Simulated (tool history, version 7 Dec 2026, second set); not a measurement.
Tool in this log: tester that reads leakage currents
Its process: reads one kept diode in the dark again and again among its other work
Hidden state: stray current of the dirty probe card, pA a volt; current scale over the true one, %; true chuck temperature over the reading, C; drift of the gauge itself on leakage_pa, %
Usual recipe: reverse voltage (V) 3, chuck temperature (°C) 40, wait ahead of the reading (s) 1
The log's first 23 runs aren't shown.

run   hour  reverse voltage (V)  chuck temperature (°C)  wait ahead of the reading (s)  hours of work since the probe card was cleaned  hours of work since the tester was calibrated  hours of work since the chuck was calibrated  current that the tester gives (pA)
 24  658.4                 2.41                      58                           0.54                                             413                                            386                                           656                             1247.72
 25  701.2                 2.41                      58                           0.54                                             433                                            406                                           676                             1240.82
 26    720                 2.41                      42                           1.04                                             442                                            415                                           685                              412.38
 27  762.5                  2.2                      29                           0.94                                             461                                            434                                           704                              146.94
 28  805.5                  2.2                      29                           0.94                                             481                                            454                                           724                               147.9
 29  830.3                 5.17                      31                           0.77                                             492                                            465                                           735                              266.39
 30  848.3                 1.32                      55                           4.47                                             500                                            473                                           743                              748.14
 31  887.6                  8.4                      39                           0.77                                             519                                            492                                           761                              622.65
 32  915.8                  8.4                      39                           0.77                                             531                                            504                                           774                              623.73
 33    946                  8.4                      39                           0.77                                             545                                            518                                           788                               625.2
 34  989.7                  8.4                      20                           9.89                                             565                                            538                                           808                              139.05

5 ways to go on from here, each from the tool as it stands after run 34. What would each give?
  A  1026.4                13.96                      20                           0.95                                             582                                            555                                           825                                   ?
  B  1026.4                 8.08                      29                           0.89                                             582                                            555                                           825                                   ?
  C  1026.4                 2.93                      35                           1.61                                             582                                            555                                           825                                   ?
  D  1026.4                  8.4                      57                            0.5                                             582                                            555                                           825                                   ?
  E  1026.4                19.32                      46                            2.3                                             582                                            555                                           825                                   ?

run  current that the tester gives (pA)
  A                              184.19
  B                              286.51
  C                              268.73
  D                              2180.4
  E                             1561.04
Without the tool's hidden state the same runs would have given:
run  current that the tester gives (pA)
  A                              184.32
  B                              286.86
  C                              269.11
  D                             2183.24
  E                             1563.05
